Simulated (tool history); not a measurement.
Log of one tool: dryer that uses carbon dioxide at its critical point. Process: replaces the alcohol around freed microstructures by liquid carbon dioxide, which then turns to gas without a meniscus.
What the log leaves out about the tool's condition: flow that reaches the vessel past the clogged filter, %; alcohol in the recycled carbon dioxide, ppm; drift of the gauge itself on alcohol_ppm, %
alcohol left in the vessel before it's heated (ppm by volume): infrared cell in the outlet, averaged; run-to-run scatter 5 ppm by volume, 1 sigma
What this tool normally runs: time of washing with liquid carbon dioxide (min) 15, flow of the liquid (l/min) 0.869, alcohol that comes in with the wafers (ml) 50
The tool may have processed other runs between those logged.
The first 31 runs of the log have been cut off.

| run | day | time of washing with liquid carbon dioxide (min) | flow of the liquid (l/min) | alcohol that comes in with the wafers (ml) | hours of work since the filter was changed | hours of work since the purifier's bed was changed | alcohol left in the vessel before it's heated (ppm by volume) |
|---|---|---|---|---|---|---|---|
| 32 | 40.725 | 23 | 1.429 | 69 | 38 | 482 | 44 |
| 33 | 42.150 | 23 | 0.805 | 86 | 64 | 507 | 59 |
| 34 | 43.775 | 15 | 0.937 | 84 | 93 | 536 | 102 |
| 35 | 45.442 | 10 | 0.645 | 66 | 123 | 566 | 1694 |
| 36 | 46.800 | 15 | 0.589 | 50 | 147 | 591 | 494 |
| 37 | 48.312 | 15 | 0.589 | 50 | 174 | 618 | 525 |
|  | 49.267 | purifier's bed changed |
| 38 | 50.133 | 18 | 1.313 | 48 | 204 | 15 | 9 |
|  | 51.883 | inlet filter changed |
| 39 | 51.912 | 12 | 1.179 | 22 | 1 | 47 | 26 |
| 40 | 53.325 | 15 | 0.833 | 106 | 26 | 72 | 122 |
| 41 | 55.054 | 15 | 0.650 | 50 | 57 | 103 | 252 |
| 42 | 56.467 | 22 | 1.004 | 31 | 82 | 128 | 19 |
| 43 | 57.358 | 10 | 1.370 | 54 | 98 | 144 | 52 |
| 44 | 58.450 | 15 | 0.869 | 26 | 117 | 163 | 49 |
| 45 | 59.396 | 15 | 0.869 | 26 | 134 | 180 | 47 |
| 46 | 60.350 | 15 | 0.869 | 26 | 151 | 197 | 53 |
| 47 | 62.062 | 15 | 0.869 | 26 | 182 | 228 | 64 |

3 options for the next run, each taken on its own from the tool as it stands now. Forecast them:
| A | 62.808 | 23 | 0.869 | 101 | 195 | 241 | ? |
| B | 62.808 | 19 | 0.869 | 26 | 195 | 241 | ? |
| C | 62.808 | 15 | 1.112 | 81 | 195 | 241 | ? |

| run | alcohol left in the vessel before it's heated (ppm by volume) |
|---|---|
| A | 29 |
| B | 35 |
| C | 56 |
With no hidden state in the tool, these same runs would have given:
| run | alcohol left in the vessel before it's heated (ppm by volume) |
|---|---|
| A | 4 |
| B | 10 |
| C | 22 |
